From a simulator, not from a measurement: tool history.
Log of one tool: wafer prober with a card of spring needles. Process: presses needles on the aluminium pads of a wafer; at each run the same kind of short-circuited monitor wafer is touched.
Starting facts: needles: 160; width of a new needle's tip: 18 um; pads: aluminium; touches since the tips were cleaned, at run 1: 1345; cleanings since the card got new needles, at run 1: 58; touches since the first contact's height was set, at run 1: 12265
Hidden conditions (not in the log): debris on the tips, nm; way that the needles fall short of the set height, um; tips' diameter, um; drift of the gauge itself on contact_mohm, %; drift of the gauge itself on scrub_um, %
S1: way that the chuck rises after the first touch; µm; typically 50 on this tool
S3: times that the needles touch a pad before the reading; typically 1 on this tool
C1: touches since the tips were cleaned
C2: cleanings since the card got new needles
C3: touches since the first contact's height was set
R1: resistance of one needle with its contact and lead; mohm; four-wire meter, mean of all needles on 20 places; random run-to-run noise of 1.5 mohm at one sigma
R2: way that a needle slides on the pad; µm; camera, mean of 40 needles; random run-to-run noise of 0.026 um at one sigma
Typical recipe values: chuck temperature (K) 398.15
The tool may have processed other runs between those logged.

Run 1, hour 0: usual settings; C1 1345; C2 58; C3 12265. Result: R1 258 mohm, R2 8.94 µm.
At hour 10.6: tips cleaned on abrasive film.
At hour 23.8: tips cleaned on abrasive film.
At hour 37: tips cleaned on abrasive film.
Run 2, hour 46.6: usual settings but S1 54 µm; C1 5751; C2 61; C3 39856. Result: R1 403 mohm, R2 9.63 µm.
At hour 49.3: tips cleaned on abrasive film.
At hour 59.9: tips cleaned on abrasive film.
At hour 73.1: tips cleaned on abrasive film.
At hour 83.7: tips cleaned on abrasive film.
At hour 96.9: tips cleaned on abrasive film.
Run 3, hour 107.2: usual settings; C1 6159; C2 66; C3 75656. Result: R1 478 mohm, R2 8.82 µm.
At hour 109.9: tips cleaned on abrasive film.
At hour 123.1: tips cleaned on abrasive film.
At hour 136.3: tips cleaned on abrasive film.
At hour 149.5: tips cleaned on abrasive film.
At hour 160.1: tips cleaned on abrasive film.
Run 4, hour 161.9: usual settings; C1 1098; C2 71; C3 107955. Result: R1 276 mohm, R2 8.8 µm.
At hour 172.5: tips cleaned on abrasive film.
At hour 183.1: tips cleaned on abrasive film.
At hour 195.6: tips cleaned on abrasive film.
Run 5, hour 195.6: usual settings; C1 0; C2 74; C3 127871. Result: R1 154 mohm, R2 8.72 µm.
At hour 208.8: tips cleaned on abrasive film.
At hour 222: tips cleaned on abrasive film.
At hour 235.2: tips cleaned on abrasive film.
Run 6, hour 236.1: usual settings; C1 525; C2 77; C3 151797. Result: R1 219 mohm, R2 8.67 µm.
At hour 246.7: tips cleaned on abrasive film.
At hour 259.9: tips cleaned on abrasive film.
At hour 272.1: tips cleaned on abrasive film.
Run 7, hour 272.1: usual settings but chuck temperature (K) 342.15; C1 0; C2 80; C3 173093. Result: R1 151 mohm, R2 8.67 µm.
At hour 282.7: tips cleaned on abrasive film.
At hour 295.9: tips cleaned on abrasive film.
At hour 309.1: tips cleaned on abrasive film.
At hour 319.7: tips cleaned on abrasive film.
At hour 332.9: tips cleaned on abrasive film.
At hour 335.8: height of the first contact set anew.
Run 8, hour 340.8: usual settings but chuck temperature (K) 342.15; C1 4561; C2 85; C3 3000. Result: R1 445 mohm, R2 8.99 µm.
At hour 346.2: tips cleaned on abrasive film.
At hour 356.7: tips cleaned on abrasive film.
At hour 369.9: tips cleaned on abrasive film.
At hour 380.6: tips cleaned on abrasive film.
Run 9, hour 380.6: usual settings but chuck temperature (K) 342.15; C1 0; C2 89; C3 26439. Result: R1 151 mohm, R2 8.95 µm.
At hour 393.7: tips cleaned on abrasive film.
At hour 406.9: tips cleaned on abrasive film.
At hour 420.1: tips cleaned on abrasive film.
At hour 433.3: tips cleaned on abrasive film.
Run 10, hour 439.8: usual settings but chuck temperature (K) 342.15; C1 3898; C2 93; C3 61515. Result: R1 441 mohm, R2 8.93 µm.
At hour 445.2: tips cleaned on abrasive film.
At hour 458.4: tips cleaned on abrasive film.
At hour 471.6: tips cleaned on abrasive film.
At hour 484.8: tips cleaned on abrasive film.
At hour 497.9: tips cleaned on abrasive film.
At hour 511.1: tips cleaned on abrasive film.
Run 11, hour 512.3: usual settings but chuck temperature (K) 342.15; C1 712; C2 99; C3 104346. Result: R1 246 mohm, R2 8.84 µm.
At hour 522.9: tips cleaned on abrasive film.
At hour 533.5: tips cleaned on abrasive film.
At hour 546.7: tips cleaned on abrasive film.
At hour 557.2: tips cleaned on abrasive film.
Run 12, hour 564.7: usual settings but chuck temperature (K) 342.15; C1 4440; C2 103; C3 135305. Result: R1 498 mohm, R2 8.78 µm.
At hour 570: tips cleaned on abrasive film.
At hour 583.2: tips cleaned on abrasive film.
At hour 596.4: tips cleaned on abrasive film.
At hour 607.7: tips cleaned on abrasive film.
Run 13, hour 607.7: usual settings but chuck temperature (K) 342.15; C1 0; C2 107; C3 160710. Result: R1 162 mohm, R2 8.65 µm.
At hour 620.9: tips cleaned on abrasive film.
At hour 634.1: tips cleaned on abrasive film.
At hour 647.3: tips cleaned on abrasive film.
At hour 660.5: tips cleaned on abrasive film.
At hour 671.1: tips cleaned on abrasive film.
Run 14, hour 672.7: usual settings but S1 34 µm, chuck temperature (K) 300.15, S3 3; C1 947; C2 112; C3 199096. Result: R1 233 mohm, R2 5.73 µm.
At hour 683.2: tips cleaned on abrasive film.
At hour 694: height of the first contact set anew.
At hour 696.7: tips cleaned on abrasive film.
At hour 709.9: tips cleaned on abrasive film.
At hour 723.1: tips cleaned on abrasive film.
At hour 736.3: tips cleaned on abrasive film.
Run 15, hour 741.2: usual settings but S1 34 µm, chuck temperature (K) 300.15, S3 3; C1 2886; C2 117; C3 27847. Result: R1 389 mohm, R2 6.11 µm.
At hour 749.1: tips cleaned on abrasive film.
At hour 762.3: tips cleaned on abrasive film.
At hour 775.5: tips cleaned on abrasive film.
At hour 788.7: tips cleaned on abrasive film.
At hour 799.3: tips cleaned on abrasive film.
Run 16, hour 809.4: usual settings but S1 34 µm, chuck temperature (K) 300.15, S3 3; C1 6033; C2 122; C3 68201. Result: R1 474 mohm, R2 6.03 µm.
At hour 812.1: tips cleaned on abrasive film.
At hour 825.3: tips cleaned on abrasive film.
At hour 838.5: tips cleaned on abrasive film.
At hour 849.1: tips cleaned on abrasive film.
Run 17, hour 849.1: usual settings but S1 38 µm, chuck temperature (K) 363.15; C1 0; C2 126; C3 91605. Result: R1 206 mohm, R2 6.64 µm.
At hour 862.2: tips cleaned on abrasive film.
At hour 875.4: tips cleaned on abrasive film.
At hour 888.6: tips cleaned on abrasive film.
Run 18, hour 899: usual settings but S1 38 µm, chuck temperature (K) 363.15; C1 6197; C2 129; C3 121157. Result: R1 862 mohm, R2 6.67 µm.
At hour 901.7: tips cleaned on abrasive film.
At hour 914.9: tips cleaned on abrasive film.
At hour 925.5: tips cleaned on abrasive film.
At hour 936: tips cleaned on abrasive film.
At hour 949.2: tips cleaned on abrasive film.
Run 19, hour 958.2: usual settings but S1 48 µm, chuck temperature (K) 369.15, S3 3; C1 5366; C2 134; C3 156165. Result: R1 299 mohm, R2 8.32 µm.
At hour 961: tips cleaned on abrasive film.
At hour 974.1: tips cleaned on abrasive film.
At hour 984.7: tips cleaned on abrasive film.
At hour 997.9: tips cleaned on abrasive film.
At hour 1011.1: tips cleaned on abrasive film.
Run 20, hour 1019: usual settings but S1 48 µm, chuck temperature (K) 329.15, S3 2; C1 4696; C2 139; C3 192061. Result: R1 407 mohm, R2 8.26 µm.
At hour 1021.7: tips cleaned on abrasive film.
At hour 1034.9: tips cleaned on abrasive film.
At hour 1048.1: tips cleaned on abrasive film.
At hour 1051: height of the first contact set anew.
Run 21, hour 1054.1: usual settings but S1 48 µm, chuck temperature (K) 329.15, S3 2; C1 3406; C2 142; C3 1846. Result: R1 350 mohm, R2 8.62 µm.
At hour 1059.4: tips cleaned on abrasive film.
At hour 1072.6: tips cleaned on abrasive film.
At hour 1083.2: tips cleaned on abrasive film.
At hour 1096.4: tips cleaned on abrasive film.
Run 22, hour 1101.8: usual settings but S1 37 µm, chuck temperature (K) 334.15, S3 2; C1 3237; C2 146; C3 30046. Result: R1 476 mohm, R2 6.61 µm.
At hour 1107.2: tips cleaned on abrasive film.
At hour 1120.3: tips cleaned on abrasive film.
At hour 1133.5: tips cleaned on abrasive film.
At hour 1144.1: tips cleaned on abrasive film.
At hour 1157.3: tips cleaned on abrasive film.
At hour 1170.5: tips cleaned on abrasive film.
Run 23, hour 1172.3: usual settings but S1 34 µm, chuck temperature (K) 334.15, S3 2; C1 1070; C2 152; C3 71677. Result: R1 383 mohm, R2 5.99 µm.
At hour 1182.9: tips cleaned on abrasive film.
At hour 1196.1: tips cleaned on abrasive film.
At hour 1209.2: tips cleaned on abrasive film.
At hour 1222.4: tips cleaned on abrasive film.
At hour 1235.6: tips cleaned on abrasive film.
Run 24, hour 1241.6: usual settings but S1 34 µm, chuck temperature (K) 334.15, S3 2; C1 3566; C2 157; C3 112683. Result: R1 635 mohm, R2 5.86 µm.
At hour 1247: tips cleaned on abrasive film.
At hour 1260.1: tips cleaned on abrasive film.
At hour 1270.7: tips cleaned on abrasive film.
At hour 1283.9: tips cleaned on abrasive film.
At hour 1297.1: tips cleaned on abrasive film.
Run 25, hour 1298.7: usual settings but S1 37 µm, chuck temperature (K) 379.15, S3 2; C1 931; C2 162; C3 146374. Result: R1 310 mohm, R2 6.37 µm.
At hour 1309.2: tips cleaned on abrasive film.
At hour 1322.4: tips cleaned on abrasive film.
At hour 1335.6: tips cleaned on abrasive film.
Run 26, hour 1336.6: usual settings but S1 37 µm, chuck temperature (K) 300.15, S3 2; C1 567; C2 165; C3 168780. Result: R1 304 mohm, R2 6.31 µm.

Measured minus without-hidden-state, run by run (identical run-to-run variation in each term; gauge scatter may differ):
run    R1     R2
  1  +126  -0.02
  2  +273  -0.08
  3  +347  -0.15
  4  +144  -0.23
  5   +23  -0.27
  6   +87  -0.32
  7   +31  -0.37
  8  +321     +0
  9   +29  -0.05
 10  +319   -0.1
 11  +122  -0.18
 12  +375  -0.24
 13   +40   -0.3
 14  +105  -0.38
 15  +265  -0.05
 16  +348  -0.13
 17   +71  -0.19
 18  +727  -0.23
 19  +171   -0.3
 20  +285  -0.38
 21  +229     +0
 22  +346  -0.06
 23  +251  -0.14
 24  +503  -0.22
 25  +172  -0.29
 26  +179  -0.33
